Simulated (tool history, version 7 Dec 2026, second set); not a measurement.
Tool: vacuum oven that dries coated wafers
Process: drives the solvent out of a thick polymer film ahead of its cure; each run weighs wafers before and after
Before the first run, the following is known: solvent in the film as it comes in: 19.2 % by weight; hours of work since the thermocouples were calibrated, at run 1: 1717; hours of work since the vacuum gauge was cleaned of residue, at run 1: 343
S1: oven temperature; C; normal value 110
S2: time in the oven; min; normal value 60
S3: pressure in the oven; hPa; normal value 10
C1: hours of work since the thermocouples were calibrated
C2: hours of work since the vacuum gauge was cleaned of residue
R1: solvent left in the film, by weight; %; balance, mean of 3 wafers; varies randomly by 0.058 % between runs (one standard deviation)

{"run": 1, "hour": 0.0, "S1": 110, "S2": 60, "S3": 10, "C1": 1717, "C2": 343, "R1": 4.43}
{"run": 2, "hour": 32.1, "S1": 110, "S2": 60, "S3": 10, "C1": 1739, "C2": 365, "R1": 4.32}
{"run": 3, "hour": 74.3, "S1": 110, "S2": 60, "S3": 10, "C1": 1767, "C2": 393, "R1": 4.28}
{"hour": 80.1, "done": "oven's thermocouples calibrated"}
{"run": 4, "hour": 109.0, "S1": 110, "S2": 60, "S3": 10, "C1": 20, "C2": 415, "R1": 4.67}
{"run": 5, "hour": 136.4, "S1": 110, "S2": 60, "S3": 10, "C1": 38, "C2": 434, "R1": 4.66}
{"run": 6, "hour": 174.6, "S1": 110, "S2": 60, "S3": 10, "C1": 64, "C2": 460, "R1": 4.6}
{"run": 7, "hour": 205.6, "S1": 110, "S2": 60, "S3": 10, "C1": 85, "C2": 481, "R1": 4.57}
{"run": 8, "hour": 247.0, "S1": 110, "S2": 60, "S3": 10, "C1": 113, "C2": 509, "R1": 4.57}
{"run": 9, "hour": 283.8, "S1": 110, "S2": 60, "S3": 10, "C1": 138, "C2": 534, "R1": 4.67}
{"run": 10, "hour": 327.9, "S1": 110, "S2": 60, "S3": 10, "C1": 168, "C2": 563, "R1": 4.68}
{"run": 11, "hour": 365.6, "S1": 113, "S2": 60, "S3": 10, "C1": 193, "C2": 589, "R1": 3.78}
{"run": 12, "hour": 393.6, "S1": 113, "S2": 60, "S3": 10, "C1": 212, "C2": 608, "R1": 3.76}
{"run": 13, "hour": 419.1, "S1": 113, "S2": 60, "S3": 10, "C1": 230, "C2": 625, "R1": 3.82}
{"run": 14, "hour": 442.2, "S1": 113, "S2": 60, "S3": 10, "C1": 245, "C2": 641, "R1": 3.79}
{"run": 15, "hour": 464.8, "S1": 110, "S2": 76, "S3": 28.3, "C1": 260, "C2": 656, "R1": 3.91}
{"run": 16, "hour": 509.0, "S1": 110, "S2": 76, "S3": 28.3, "C1": 290, "C2": 686, "R1": 3.89}
{"run": 17, "hour": 554.5, "S1": 110, "S2": 40, "S3": 28.3, "C1": 321, "C2": 717, "R1": 7.09}
{"run": 18, "hour": 595.5, "S1": 112, "S2": 108, "S3": 28.3, "C1": 349, "C2": 745, "R1": 2.04}
{"run": 19, "hour": 634.4, "S1": 100, "S2": 60, "S3": 12.5, "C1": 375, "C2": 771, "R1": 7.37}
{"run": 20, "hour": 663.2, "S1": 100, "S2": 82, "S3": 7.9, "C1": 395, "C2": 790, "R1": 5.71}
{"run": 21, "hour": 712.8, "S1": 98, "S2": 70, "S3": 6.4, "C1": 428, "C2": 824, "R1": 7.16}
{"run": 22, "hour": 763.7, "S1": 98, "S2": 70, "S3": 6.4, "C1": 463, "C2": 858, "R1": 6.98}
{"run": 23, "hour": 796.6, "S1": 118, "S2": 100, "S3": 12.1, "C1": 485, "C2": 881, "R1": 1}
{"run": 24, "hour": 821.6, "S1": 118, "S2": 100, "S3": 15.2, "C1": 502, "C2": 898, "R1": 1.06}
{"run": 25, "hour": 857.4, "S1": 118, "S2": 100, "S3": 15.2, "C1": 526, "C2": 922, "R1": 1.11}
{"run": 26, "hour": 880.0, "S1": 118, "S2": 100, "S3": 15.2, "C1": 541, "C2": 937, "R1": 1.09}
{"run": 27, "hour": 931.0, "S1": 106, "S2": 76, "S3": 22, "C1": 576, "C2": 972, "R1": 4.71}
{"run": 28, "hour": 956.9, "S1": 96, "S2": 70, "S3": 10, "C1": 594, "C2": 989, "R1": 7.61}

Hidden state or all else? Some run-to-run changes of R1, split into what the settings, what came in and random variation would give without the hidden state, and what is left for the hidden state (with any gauge scatter that isn't in both results):
What the log doesn't record here: true wafer temperature over the reading, C; true pressure over the reading, kPa; drift of the gauge itself on solvent_pct, %.
Run 3 -> 4: oven's thermocouples calibrated. R1 +0.39 %: hidden state +0.28, all else +0.11.
Run 18 -> 19: S1 112 -> 100, S2 108 -> 60, S3 28.3 -> 12.5. R1 +5.33 %: hidden state -0.1, all else +5.43.
Run 22 -> 23: S1 98 -> 118, S2 70 -> 100, S3 6.4 -> 12.1. R1 -5.98 %: hidden state +0.16, all else -6.14.
Run 26 -> 27: S1 118 -> 106, S2 100 -> 76, S3 15.2 -> 22. R1 +3.62 %: hidden state -0.18, all else +3.8.

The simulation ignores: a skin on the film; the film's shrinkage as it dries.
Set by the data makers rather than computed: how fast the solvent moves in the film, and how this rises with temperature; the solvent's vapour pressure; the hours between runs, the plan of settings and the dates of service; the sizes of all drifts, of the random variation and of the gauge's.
